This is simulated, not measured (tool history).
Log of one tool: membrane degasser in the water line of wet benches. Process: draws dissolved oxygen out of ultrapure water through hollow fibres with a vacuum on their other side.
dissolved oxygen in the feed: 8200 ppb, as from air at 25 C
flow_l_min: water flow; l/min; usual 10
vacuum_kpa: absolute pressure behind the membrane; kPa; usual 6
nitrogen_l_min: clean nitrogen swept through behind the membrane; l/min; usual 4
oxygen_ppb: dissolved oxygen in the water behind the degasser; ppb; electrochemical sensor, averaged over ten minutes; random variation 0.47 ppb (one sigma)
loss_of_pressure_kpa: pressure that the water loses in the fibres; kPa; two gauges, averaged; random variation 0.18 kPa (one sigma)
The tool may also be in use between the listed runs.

run 1 hour=0 | flow_l_min=10 vacuum_kpa=6 nitrogen_l_min=4 | oxygen_ppb=36.2 loss_of_pressure_kpa=29.66
run 2 hour=35.3 | flow_l_min=10 vacuum_kpa=6 nitrogen_l_min=4 | oxygen_ppb=35 loss_of_pressure_kpa=30.17
run 3 hour=76.1 | flow_l_min=10 vacuum_kpa=6 nitrogen_l_min=4 | oxygen_ppb=36 loss_of_pressure_kpa=30.13
run 4 hour=112.8 | flow_l_min=10 vacuum_kpa=6 nitrogen_l_min=4 | oxygen_ppb=35.6 loss_of_pressure_kpa=30.16
run 5 hour=151.3 | flow_l_min=10 vacuum_kpa=6 nitrogen_l_min=4 | oxygen_ppb=35.9 loss_of_pressure_kpa=30.32
run 6 hour=175.8 | flow_l_min=10 vacuum_kpa=6 nitrogen_l_min=4 | oxygen_ppb=36.1 loss_of_pressure_kpa=30.43
run 7 hour=200.3 | flow_l_min=10 vacuum_kpa=6 nitrogen_l_min=4 | oxygen_ppb=36.2 loss_of_pressure_kpa=30.13
run 8 hour=223.9 | flow_l_min=10 vacuum_kpa=6 nitrogen_l_min=4 | oxygen_ppb=35.3 loss_of_pressure_kpa=30.07
run 9 hour=259.3 | flow_l_min=10 vacuum_kpa=8.51 nitrogen_l_min=4.21 | oxygen_ppb=48.6 loss_of_pressure_kpa=30.57
run 10 hour=284.7 | flow_l_min=10 vacuum_kpa=8.51 nitrogen_l_min=4.21 | oxygen_ppb=49.5 loss_of_pressure_kpa=30.46
run 11 hour=324.6 | flow_l_min=11 vacuum_kpa=8.51 nitrogen_l_min=6.75 | oxygen_ppb=48.5 loss_of_pressure_kpa=33.22
run 12 hour=357.1 | flow_l_min=10 vacuum_kpa=11.76 nitrogen_l_min=2.26 | oxygen_ppb=110.4 loss_of_pressure_kpa=30.52

Run 13 comes next. What will it give?
-- hour=372 vacuum gauge calibrated
run 13 hour=385.2 | flow_l_min=13 vacuum_kpa=8.4 nitrogen_l_min=2.26 | oxygen_ppb=? loss_of_pressure_kpa=?

Run 13 gave oxygen_ppb 124.1 ppb, loss_of_pressure_kpa 39.94 kPa.
Without the tool's hidden state the same run would have given oxygen_ppb 124 ppb, loss_of_pressure_kpa 39.57 kPa.
